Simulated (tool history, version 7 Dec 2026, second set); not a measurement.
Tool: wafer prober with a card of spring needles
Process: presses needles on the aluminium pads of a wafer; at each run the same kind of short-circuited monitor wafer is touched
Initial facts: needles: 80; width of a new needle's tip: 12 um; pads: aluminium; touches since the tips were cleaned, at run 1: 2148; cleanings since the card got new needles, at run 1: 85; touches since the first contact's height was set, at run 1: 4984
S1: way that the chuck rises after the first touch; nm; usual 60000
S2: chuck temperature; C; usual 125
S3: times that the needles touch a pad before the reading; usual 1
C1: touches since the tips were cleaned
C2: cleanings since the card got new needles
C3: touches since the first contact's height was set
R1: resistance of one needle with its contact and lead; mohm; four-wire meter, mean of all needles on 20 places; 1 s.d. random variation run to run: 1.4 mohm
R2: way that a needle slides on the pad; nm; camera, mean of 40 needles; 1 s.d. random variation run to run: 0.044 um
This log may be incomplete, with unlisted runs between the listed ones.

run,hour,S1,S2,S3,C1,C2,C3,R1,R2
1,0,60000,125,1,2148,85,4984,128,9910
# hour 14.1: tips cleaned on abrasive film
# hour 35.2: tips cleaned on abrasive film
2,35.2,60000,125,1,0,87,15506,127,9830
# hour 56.3: tips cleaned on abrasive film
# hour 76.1: tips cleaned on abrasive film
3,76.1,60000,125,1,0,89,27725,128,9930
# hour 96.2: tips cleaned on abrasive film
# hour 116.4: tips cleaned on abrasive film
4,118.4,60000,125,1,586,91,40341,130,9880
# hour 137.5: tips cleaned on abrasive film
5,148.9,60000,125,1,3430,92,49472,128,9830
# hour 156.6: tips cleaned on abrasive film
6,172.8,68000,125,1,4875,93,56638,127,11130
# hour 176.8: tips cleaned on abrasive film
# hour 196.3: tips cleaned on abrasive film
7,197.3,60000,125,1,294,95,63918,129,9880
# hour 215.9: tips cleaned on abrasive film
8,231.8,42000,125,1,4772,96,74237,136,6830
# hour 236.4: tips cleaned on abrasive film
# hour 255.5: tips cleaned on abrasive film
9,271.3,42000,125,1,4754,98,86057,136,6830
# hour 274.7: tips cleaned on abrasive film
# hour 297.3: tips cleaned on abrasive film
10,313.2,60000,125,1,4773,100,98566,129,9820
# hour 316.4: tips cleaned on abrasive film
# hour 337.6: tips cleaned on abrasive film
11,337.9,60000,125,1,111,102,105934,128,9810
# hour 358.8: tips cleaned on abrasive film
12,372.9,60000,125,1,4246,103,116403,129,9720
# hour 379.7: tips cleaned on abrasive film
13,392.3,79000,125,1,3800,104,122201,126,12830
# hour 398.8: tips cleaned on abrasive film
# hour 418: tips cleaned on abrasive film
14,426.3,55000,64,1,2502,106,132353,121,8880
# hour 437.1: tips cleaned on abrasive film
15,455.8,55000,35,1,5591,107,141161,114,8940
# hour 459.6: tips cleaned on abrasive film
# hour 480.4: tips cleaned on abrasive film
16,489.1,51000,99,2,2619,109,151102,128,8250
# hour 499.5: tips cleaned on abrasive film
17,509.9,66000,99,2,3122,110,157312,123,10720
# hour 519.2: tips cleaned on abrasive film
# hour 539.6: tips cleaned on abrasive film
# hour 550.3: height of the first contact set anew
18,552.8,74000,70,1,3874,112,759,117,12040
# hour 559.6: tips cleaned on abrasive film
19,578.4,60000,111,1,5640,113,8406,127,9690
# hour 581: tips cleaned on abrasive film
# hour 600.5: tips cleaned on abrasive film
20,617.3,60000,111,1,5044,115,20032,124,9750
# hour 621.2: tips cleaned on abrasive film
# hour 640.4: tips cleaned on abrasive film
21,650.9,61000,111,1,3146,117,30057,125,9800
# hour 660.4: tips cleaned on abrasive film
# hour 681.7: tips cleaned on abrasive film
22,687.2,74000,125,3,1655,119,40914,126,11930
# hour 701.8: tips cleaned on abrasive film
# hour 721.2: tips cleaned on abrasive film
23,721.5,57000,47,1,91,121,51134,115,9240
24,739.1,70000,44,2,5366,121,56409,115,11240
# hour 741.8: tips cleaned on abrasive film
# hour 762.5: tips cleaned on abrasive film
25,779.3,66000,125,1,5034,123,68425,127,10680

Take each entry between the runs: how does the hidden state at the last listed run before it differ from the hidden state at the first listed run after it?
Run 1 -> run 2: tips cleaned on abrasive film (hour 14.1); tips cleaned on abrasive film (hour 35.2)
  debris on the tips, nm: 0.1 -> 0; drift of the gauge itself on scrub_um, %: 0 -> -0.13
  measured value less the no-hidden-state value, R2: +0 -> -10 nm
Run 2 -> run 3: tips cleaned on abrasive film (hour 56.3); tips cleaned on abrasive film (hour 76.1)
  drift of the gauge itself on scrub_um, %: -0.13 -> -0.28
  measured value less the no-hidden-state value, R2: -10 -> -30 nm
Run 3 -> run 4: tips cleaned on abrasive film (hour 96.2); tips cleaned on abrasive film (hour 116.4)
  drift of the gauge itself on scrub_um, %: -0.28 -> -0.44
  measured value less the no-hidden-state value, R2: -30 -> -40 nm
Run 4 -> run 5: tips cleaned on abrasive film (hour 137.5)
  debris on the tips, nm: 0 -> 0.1; drift of the gauge itself on scrub_um, %: -0.44 -> -0.55
  measured value less the no-hidden-state value, R2: -40 -> -60 nm
Run 5 -> run 6: tips cleaned on abrasive film (hour 156.6)
  drift of the gauge itself on scrub_um, %: -0.55 -> -0.64
  measured value less the no-hidden-state value, R2: -60 -> -70 nm
Run 6 -> run 7: tips cleaned on abrasive film (hour 176.8); tips cleaned on abrasive film (hour 196.3)
  debris on the tips, nm: 0.1 -> 0; drift of the gauge itself on scrub_um, %: -0.64 -> -0.73
  measured value less the no-hidden-state value, R2: -70 -> -70 nm
Run 7 -> run 8: tips cleaned on abrasive film (hour 215.9)
  debris on the tips, nm: 0 -> 0.1; tips' diameter, um: 12 -> 12.01; drift of the gauge itself on scrub_um, %: -0.73 -> -0.86
  measured value less the no-hidden-state value, R2: -70 -> -60 nm
Run 8 -> run 9: tips cleaned on abrasive film (hour 236.4); tips cleaned on abrasive film (hour 255.5)
  drift of the gauge itself on scrub_um, %: -0.86 -> -1
  measured value less the no-hidden-state value, R2: -60 -> -70 nm
Run 9 -> run 10: tips cleaned on abrasive film (hour 274.7); tips cleaned on abrasive film (hour 297.3)
  drift of the gauge itself on scrub_um, %: -1 -> -1.16
  measured value less the no-hidden-state value, R2: -70 -> -120 nm
Run 10 -> run 11: tips cleaned on abrasive film (hour 316.4); tips cleaned on abrasive film (hour 337.6)
  debris on the tips, nm: 0.1 -> 0; drift of the gauge itself on scrub_um, %: -1.16 -> -1.25
  measured value less the no-hidden-state value, R2: -120 -> -130 nm
Run 11 -> run 12: tips cleaned on abrasive film (hour 358.8)
  debris on the tips, nm: 0 -> 0.1; drift of the gauge itself on scrub_um, %: -1.25 -> -1.38
  measured value less the no-hidden-state value, R2: -130 -> -140 nm
Run 12 -> run 13: tips cleaned on abrasive film (hour 379.7)
  drift of the gauge itself on scrub_um, %: -1.38 -> -1.45
  measured value less the no-hidden-state value, R2: -140 -> -190 nm
Run 13 -> run 14: tips cleaned on abrasive film (hour 398.8); tips cleaned on abrasive film (hour 418)
  drift of the gauge itself on scrub_um, %: -1.45 -> -1.57
  measured value less the no-hidden-state value, R2: -190 -> -140 nm
Run 14 -> run 15: tips cleaned on abrasive film (hour 437.1)
  drift of the gauge itself on scrub_um, %: -1.57 -> -1.68
  measured value less the no-hidden-state value, R2: -140 -> -150 nm
Run 15 -> run 16: tips cleaned on abrasive film (hour 459.6); tips cleaned on abrasive film (hour 480.4)
  drift of the gauge itself on scrub_um, %: -1.68 -> -1.8
  measured value less the no-hidden-state value, R2: -150 -> -150 nm
Run 16 -> run 17: tips cleaned on abrasive film (hour 499.5)
  drift of the gauge itself on scrub_um, %: -1.8 -> -1.88
  measured value less the no-hidden-state value, R2: -150 -> -210 nm
Run 17 -> run 18: tips cleaned on abrasive film (hour 519.2); tips cleaned on abrasive film (hour 539.6); height of the first contact set anew (hour 550.3)
  drift of the gauge itself on scrub_um, %: -1.88 -> -2.04
  measured value less the no-hidden-state value, R2: -210 -> -250 nm
Run 18 -> run 19: tips cleaned on abrasive film (hour 559.6)
  drift of the gauge itself on scrub_um, %: -2.04 -> -2.13
  measured value less the no-hidden-state value, R2: -250 -> -210 nm
Run 19 -> run 20: tips cleaned on abrasive film (hour 581); tips cleaned on abrasive film (hour 600.5)
  drift of the gauge itself on scrub_um, %: -2.13 -> -2.28
  measured value less the no-hidden-state value, R2: -210 -> -220 nm
Run 20 -> run 21: tips cleaned on abrasive film (hour 621.2); tips cleaned on abrasive film (hour 640.4)
  drift of the gauge itself on scrub_um, %: -2.28 -> -2.4
  measured value less the no-hidden-state value, R2: -220 -> -250 nm
Run 21 -> run 22: tips cleaned on abrasive film (hour 660.4); tips cleaned on abrasive film (hour 681.7)
  drift of the gauge itself on scrub_um, %: -2.4 -> -2.53
  measured value less the no-hidden-state value, R2: -250 -> -310 nm
Run 22 -> run 23: tips cleaned on abrasive film (hour 701.8); tips cleaned on abrasive film (hour 721.2)
  debris on the tips, nm: 0.1 -> 0; drift of the gauge itself on scrub_um, %: -2.53 -> -2.66
  measured value less the no-hidden-state value, R2: -310 -> -250 nm
Run 24 -> run 25: tips cleaned on abrasive film (hour 741.8); tips cleaned on abrasive film (hour 762.5)
  drift of the gauge itself on scrub_um, %: -2.73 -> -2.87
  measured value less the no-hidden-state value, R2: -320 -> -310 nm
